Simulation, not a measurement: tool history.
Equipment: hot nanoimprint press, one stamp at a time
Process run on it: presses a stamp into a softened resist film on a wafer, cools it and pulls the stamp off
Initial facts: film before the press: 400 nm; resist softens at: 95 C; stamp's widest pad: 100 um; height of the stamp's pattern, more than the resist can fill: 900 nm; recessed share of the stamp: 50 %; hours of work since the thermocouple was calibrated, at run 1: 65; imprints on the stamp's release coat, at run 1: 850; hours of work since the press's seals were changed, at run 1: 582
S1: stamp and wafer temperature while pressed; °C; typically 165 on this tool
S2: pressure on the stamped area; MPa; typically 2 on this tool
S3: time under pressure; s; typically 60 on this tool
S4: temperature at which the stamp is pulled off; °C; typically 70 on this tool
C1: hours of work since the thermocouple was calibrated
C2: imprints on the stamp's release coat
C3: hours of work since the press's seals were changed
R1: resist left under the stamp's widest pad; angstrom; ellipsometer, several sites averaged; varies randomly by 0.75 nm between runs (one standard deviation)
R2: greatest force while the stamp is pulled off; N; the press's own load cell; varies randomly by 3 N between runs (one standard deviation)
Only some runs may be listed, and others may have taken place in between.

run 1 day=0 | S1=165 S2=2 S3=60 S4=70 | C1=65 C2=850 C3=582 | R1=1639 R2=168
run 2 day=2.225 | S1=165 S2=2 S3=60 S4=70 | C1=103 C2=1126 C3=620 | R1=1654 R2=180
run 3 day=4.292 | S1=165 S2=2 S3=60 S4=70 | C1=138 C2=1382 C3=655 | R1=1648 R2=187
run 4 day=6.808 | S1=165 S2=2 S3=60 S4=70 | C1=181 C2=1694 C3=698 | R1=1667 R2=197
run 5 day=9.217 | S1=165 S2=2 S3=60 S4=70 | C1=222 C2=1992 C3=739 | R1=1682 R2=220
run 6 day=11.654 | S1=165 S2=2 S3=60 S4=69 | C1=264 C2=2294 C3=781 | R1=1686 R2=216
-- day=12.112 stamp cleaned and given a new release coat
run 7 day=14.004 | S1=165 S2=2.23 S3=60 S4=70 | C1=300 C2=234 C3=816 | R1=1617 R2=148
run 8 day=16.008 | S1=167 S2=2.23 S3=60 S4=70 | C1=334 C2=482 C3=851 | R1=1490 R2=152
-- day=18.4 press's hydraulic seals changed and the load cell set to zero
run 9 day=18.704 | S1=167 S2=2.23 S3=60 S4=70 | C1=374 C2=775 C3=5 | R1=1442 R2=167
-- day=19.058 plate thermocouple calibrated
run 10 day=20.058 | S1=158 S2=2 S3=60 S4=60 | C1=17 C2=927 C3=26 | R1=2364 R2=203
run 11 day=21.325 | S1=176 S2=1.77 S3=83 S4=57 | C1=39 C2=1084 C3=48 | R1=976 R2=226
run 12 day=22.838 | S1=176 S2=1.77 S3=52 S4=57 | C1=65 C2=1271 C3=74 | R1=1174 R2=237
run 13 day=24.692 | S1=176 S2=1.77 S3=52 S4=57 | C1=96 C2=1501 C3=105 | R1=1177 R2=246
run 14 day=25.85 | S1=169 S2=2 S3=43 S4=75 | C1=116 C2=1644 C3=125 | R1=1640 R2=185

What will run 15 give?
run 15 day=28.1 | S1=158 S2=2 S3=60 S4=70 | C1=154 C2=1923 C3=163 | R1=? R2=?

Logged for run 15: R1 2422 angstrom, R2 213 N.
The same run, on a tool lacking any hidden state, would have yielded R1 2193 angstrom, R2 140 N.

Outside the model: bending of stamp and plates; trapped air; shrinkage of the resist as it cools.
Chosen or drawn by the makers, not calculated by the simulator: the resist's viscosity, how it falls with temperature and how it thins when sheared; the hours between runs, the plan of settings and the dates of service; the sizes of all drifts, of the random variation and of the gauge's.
